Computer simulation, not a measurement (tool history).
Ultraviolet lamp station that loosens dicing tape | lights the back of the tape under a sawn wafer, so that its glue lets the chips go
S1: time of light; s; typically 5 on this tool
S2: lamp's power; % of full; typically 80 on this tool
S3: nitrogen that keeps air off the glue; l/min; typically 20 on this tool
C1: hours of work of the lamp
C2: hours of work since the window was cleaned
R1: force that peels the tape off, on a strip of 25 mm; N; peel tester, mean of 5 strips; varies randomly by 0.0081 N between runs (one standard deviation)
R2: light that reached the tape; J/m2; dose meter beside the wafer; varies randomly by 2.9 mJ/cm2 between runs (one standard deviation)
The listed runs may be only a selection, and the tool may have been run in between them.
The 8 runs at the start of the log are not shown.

run   hour  S1  S2  S3   C1   C2     R1    R2
  9  252.3   5  88  20  172   34  0.295  4320
 10  300.9   5  88  20  203   65  0.315  4290
 11  324.2   5  88  20  218   80  0.321  4260
 12  366.2   5  80  20  245  107  0.441  3800
 13  387.9   5  80  20  259  121  0.435  3800
 14  418.8   5  80  20  279  141  0.448  3730
 15  453.2   5  80  20  301  163  0.471  3740
 16  486.8   5  80  20  323  184  0.493  3620
 17  523.7   5  80  20  346  208  0.512  3620
 18  548.6   5  80  20  362  224  0.516  3560
 19  582.7   2  93  20  384  246  2.539  1670
 20  604.0   2  93  20  398  259  2.617  1580
 21  628.9   5  80  17  414  275  0.680  3490
 22  674.8   6  95  29  443  305  0.154  4880

The next listed run, before its measurement:
 23  711.0   3  75  11  467  328   ?   ?

{"run 23": {"R1": 2.976, "R2": 1900}}
Take away the tool's hidden state, keep the run-to-run variation as it was, and the same run would have given R1 2.133 N, R2 2380 J/m2.

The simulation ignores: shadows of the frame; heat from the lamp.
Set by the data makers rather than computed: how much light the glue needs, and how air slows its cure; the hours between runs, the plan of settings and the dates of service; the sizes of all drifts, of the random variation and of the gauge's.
